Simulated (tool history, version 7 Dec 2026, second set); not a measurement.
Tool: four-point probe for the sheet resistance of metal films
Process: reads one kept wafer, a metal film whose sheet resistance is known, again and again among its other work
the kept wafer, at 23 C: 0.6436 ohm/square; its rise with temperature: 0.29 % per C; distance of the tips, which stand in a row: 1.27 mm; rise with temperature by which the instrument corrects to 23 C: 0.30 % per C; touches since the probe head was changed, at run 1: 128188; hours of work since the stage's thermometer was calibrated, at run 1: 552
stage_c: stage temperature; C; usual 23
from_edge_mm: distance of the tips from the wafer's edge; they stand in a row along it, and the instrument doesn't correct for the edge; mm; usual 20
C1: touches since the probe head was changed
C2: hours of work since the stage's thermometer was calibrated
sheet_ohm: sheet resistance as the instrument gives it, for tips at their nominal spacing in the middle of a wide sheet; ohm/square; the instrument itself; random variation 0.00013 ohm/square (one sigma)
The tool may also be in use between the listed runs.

Run 1, hour 0.0: usual settings; C1 128188; C2 552. Result: sheet_ohm 0.636215 ohm/square.
Run 2, hour 63.9: usual settings; C1 130220; C2 586. Result: sheet_ohm 0.635901 ohm/square.
At hour 109.6: new probe head fitted.
Run 3, hour 132.1: usual settings but from_edge_mm 28 mm; C1 718; C2 622. Result: sheet_ohm 0.644737 ohm/square.
Run 4, hour 198.1: usual settings; C1 2817; C2 657. Result: sheet_ohm 0.645039 ohm/square.
Run 5, hour 267.2: usual settings; C1 5014; C2 694. Result: sheet_ohm 0.644953 ohm/square.
Run 6, hour 360.2: usual settings but stage_c 24 C; C1 7973; C2 744. Result: sheet_ohm 0.644697 ohm/square.
Run 7, hour 405.5: usual settings; C1 9413; C2 768. Result: sheet_ohm 0.644467 ohm/square.
Run 8, hour 500.1: usual settings; C1 12421; C2 818. Result: sheet_ohm 0.644717 ohm/square.
Run 9, hour 599.4: usual settings; C1 15581; C2 871. Result: sheet_ohm 0.644307 ohm/square.
Run 10, hour 687.1: usual settings; C1 18370; C2 918. Result: sheet_ohm 0.644254 ohm/square.

The next listed run, before its measurement:
Run 11, hour 784.4: usual settings but stage_c 25 C, from_edge_mm 4 mm; C1 21466; C2 969. Result: sheet_ohm ?.

{"run 11": {"sheet_ohm": 0.67541}}
Without the tool's hidden state the same run would have given sheet_ohm 0.676481 ohm/square.
